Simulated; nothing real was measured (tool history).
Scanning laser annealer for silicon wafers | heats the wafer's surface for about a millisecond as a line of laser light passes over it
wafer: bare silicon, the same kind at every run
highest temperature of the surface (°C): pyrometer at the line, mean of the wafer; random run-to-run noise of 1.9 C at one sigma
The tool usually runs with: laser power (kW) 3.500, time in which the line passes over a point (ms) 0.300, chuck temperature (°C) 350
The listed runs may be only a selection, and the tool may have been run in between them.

run   hour  laser power (kW)  time in which the line passes over a point (ms)  chuck temperature (°C)  highest temperature of the surface (°C)
  1    0.0             3.500                                            0.300                     350                                     1182
  2   57.7             3.500                                            0.300                     350                                     1182
  3   86.4             3.500                                            0.300                     350                                     1186
  4  139.2             3.500                                            0.300                     350                                     1182
  5  164.0             3.500                                            0.300                     350                                     1183
  6  204.5             3.500                                            0.300                     370                                     1198
  7  244.2             3.500                                            0.300                     370                                     1199
  8  291.7             3.500                                            0.300                     350                                     1178
  9  329.7             3.500                                            0.300                     350                                     1174
 10  357.8             3.483                                            0.300                     350                                     1173
 11  391.2             3.483                                            0.300                     350                                     1171
 12  421.2             3.483                                            0.300                     350                                     1173
 13  480.3             3.483                                            0.300                     350                                     1169
 14  541.0             3.167                                            0.300                     335                                     1066
 15  596.1             3.194                                            0.238                     350                                      995
 16  636.9             3.307                                            0.243                     385                                     1066

Estimate the outcome of run 17 from the log above:
 17  684.9             2.999                                            0.350                     371                                        ?

Logged for run 17: highest temperature of the surface (°C) 1120.
With no hidden state in the tool, this same run would have given highest temperature of the surface (°C) 1147.

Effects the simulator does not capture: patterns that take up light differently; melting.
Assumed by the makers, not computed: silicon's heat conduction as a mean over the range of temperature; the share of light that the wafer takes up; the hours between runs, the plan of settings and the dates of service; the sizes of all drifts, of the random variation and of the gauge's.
